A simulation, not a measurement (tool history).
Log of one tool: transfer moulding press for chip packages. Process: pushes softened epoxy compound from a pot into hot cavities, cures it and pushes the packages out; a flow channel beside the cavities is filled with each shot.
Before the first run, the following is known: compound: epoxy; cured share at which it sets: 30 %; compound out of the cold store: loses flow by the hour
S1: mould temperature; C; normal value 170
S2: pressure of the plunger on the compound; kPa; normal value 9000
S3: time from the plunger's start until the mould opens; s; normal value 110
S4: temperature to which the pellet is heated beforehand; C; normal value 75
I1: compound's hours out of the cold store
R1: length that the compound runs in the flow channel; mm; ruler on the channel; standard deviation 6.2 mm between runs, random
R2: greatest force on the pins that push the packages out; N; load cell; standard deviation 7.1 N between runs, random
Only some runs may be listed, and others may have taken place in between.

run,hour,S1,S2,S3,S4,I1,R1,R2
1,0,170,9000,110,75,33.1,625,286
2,9.6,170,9000,110,75,10.4,657,364
3,19.3,170,9000,110,75,18.3,646,401
4,25.5,170,9000,110,75,36.7,614,439
5,29.6,170,9000,110,75,40.6,607,437
6,35.3,170,9000,110,75,23.1,640,469
7,42.1,170,9000,110,75,18.8,637,484
# hour 47.1: cavities cleaned with cleaning compound and waxed
8,48.6,170,9000,110,75,43.8,604,293
# hour 51.5: mould's thermocouples calibrated
9,57.9,170,9000,110,75,26.7,627,349
10,64.9,170,9000,110,75,37.5,601,366
11,74,174,10530,115,73,47.3,622,380
12,83.1,174,10530,115,73,23.9,680,411
13,87.4,173,9460,123,70,31.4,620,418
14,92.3,174,9000,110,75,39.3,594,423
# hour 96.3: cavities cleaned with cleaning compound and waxed
# hour 99.8: mould's thermocouples calibrated, once more
15,105.2,174,9000,110,75,31.2,603,302
# hour 112.6: plunger's sealing rings changed
16,115.4,170,9000,107,74,46.4,646,379
17,123.6,171,8100,110,82,15.2,667,400
18,132.6,167,8100,110,70,24.7,653,549

Estimate the outcome of run 19 from the log above:
19,136.7,172,8100,110,70,19,?,?

For run 19 the tool returned R1 649 mm, R2 428 N.
Had the tool carried no hidden state, the very same run would have given R1 652 mm, R2 263 N.
